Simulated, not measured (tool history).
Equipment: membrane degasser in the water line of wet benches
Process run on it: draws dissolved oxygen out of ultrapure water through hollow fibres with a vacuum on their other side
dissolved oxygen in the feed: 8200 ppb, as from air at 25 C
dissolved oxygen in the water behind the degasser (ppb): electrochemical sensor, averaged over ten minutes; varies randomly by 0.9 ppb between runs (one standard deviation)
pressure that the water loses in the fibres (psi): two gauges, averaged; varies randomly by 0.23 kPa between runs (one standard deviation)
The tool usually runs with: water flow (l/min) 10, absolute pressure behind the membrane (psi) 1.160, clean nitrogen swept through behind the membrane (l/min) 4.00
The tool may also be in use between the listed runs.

| run | hour | water flow (l/min) | absolute pressure behind the membrane (psi) | clean nitrogen swept through behind the membrane (l/min) | dissolved oxygen in the water behind the degasser (ppb) | pressure that the water loses in the fibres (psi) |
|---|---|---|---|---|---|---|
| 1 | 0.0 | 10 | 1.160 | 4.00 | 85.8 | 8.504 |
| 2 | 59.4 | 10 | 1.427 | 4.00 | 96.3 | 8.559 |
| 3 | 105.2 | 10 | 1.160 | 4.00 | 84.6 | 8.560 |
| 4 | 193.6 | 10 | 1.160 | 4.00 | 86.1 | 8.557 |
| 5 | 253.8 | 10 | 1.160 | 4.00 | 86.2 | 8.622 |
| 6 | 343.3 | 10 | 1.160 | 4.00 | 84.4 | 8.638 |
| 7 | 413.9 | 10 | 1.160 | 5.74 | 75.8 | 8.530 |
| 8 | 468.7 | 10 | 1.160 | 5.74 | 74.4 | 8.562 |
| 9 | 517.9 | 10 | 1.160 | 5.74 | 74.3 | 8.579 |
| 10 | 580.9 | 10 | 1.160 | 5.74 | 76.5 | 8.583 |
| 11 | 655.6 | 10 | 1.160 | 5.74 | 74.5 | 8.605 |
| 12 | 727.5 | 10 | 1.160 | 4.00 | 84.1 | 8.520 |
| 13 | 783.6 | 10 | 1.160 | 4.00 | 85.6 | 8.560 |
| 14 | 847.0 | 10 | 0.827 | 4.00 | 70.7 | 8.601 |
| 15 | 917.3 | 10 | 0.827 | 4.00 | 70.4 | 8.578 |
| 16 | 962.9 | 10 | 1.160 | 10.68 | 67.1 | 8.599 |
| 17 | 1050.8 | 10 | 1.160 | 10.68 | 66.3 | 8.564 |
| 18 | 1136.8 | 6 | 1.249 | 4.39 | 26.2 | 5.156 |
| 19 | 1215.5 | 6 | 1.249 | 2.40 | 41.8 | 5.200 |
| 20 | 1290.2 | 6 | 1.249 | 2.40 | 40.9 | 5.147 |
| 21 | 1357.7 | 6 | 1.249 | 2.40 | 41.2 | 5.178 |
| 22 | 1410.9 | 9 | 0.880 | 2.06 | 69.4 | 7.745 |
| 23 | 1496.0 | 7 | 0.734 | 4.00 | 22.6 | 6.067 |
| 24 | 1565.3 | 8 | 2.838 | 4.00 | 105.2 | 6.946 |
| 25 | 1646.5 | 10 | 1.160 | 4.13 | 83.2 | 8.701 |
| 26 | 1727.4 | 10 | 1.130 | 4.26 | 81.8 | 8.673 |
| 27 | 1810.7 | 10 | 1.130 | 4.26 | 81.8 | 8.704 |
| 28 | 1853.1 | 7 | 0.699 | 4.00 | 21.7 | 6.094 |
| 29 | 1897.3 | 10 | 1.288 | 8.92 | 72.4 | 8.763 |
| 30 | 1962.9 | 10 | 1.288 | 8.92 | 71.6 | 8.695 |
| 31 | 2019.3 | 10 | 1.288 | 8.92 | 70.9 | 8.707 |
| 32 | 2083.6 | 10 | 2.183 | 5.35 | 109.3 | 8.692 |
| 33 | 2176.9 | 10 | 2.183 | 4.53 | 119.4 | 8.740 |

4 ways to go on from here, each from the tool as it stands after run 33. What would each give?
| A | 2249.0 | 10 | 2.590 | 3.65 | ? | ? |
| B | 2249.0 | 7 | 2.437 | 4.53 | ? | ? |
| C | 2249.0 | 10 | 1.369 | 6.97 | ? | ? |
| D | 2249.0 | 9 | 0.906 | 3.45 | ? | ? |

| run | dissolved oxygen in the water behind the degasser (ppb) | pressure that the water loses in the fibres (psi) |
|---|---|---|
| A | 153.0 | 8.717 |
| B | 66.4 | 6.090 |
| C | 78.2 | 8.763 |
| D | 58.3 | 7.852 |
What these runs would have given with no unlogged condition in the tool:
| run | dissolved oxygen in the water behind the degasser (ppb) | pressure that the water loses in the fibres (psi) |
|---|---|---|
| A | 153.0 | 8.520 |
| B | 66.4 | 5.952 |
| C | 78.2 | 8.566 |
| D | 58.2 | 7.674 |
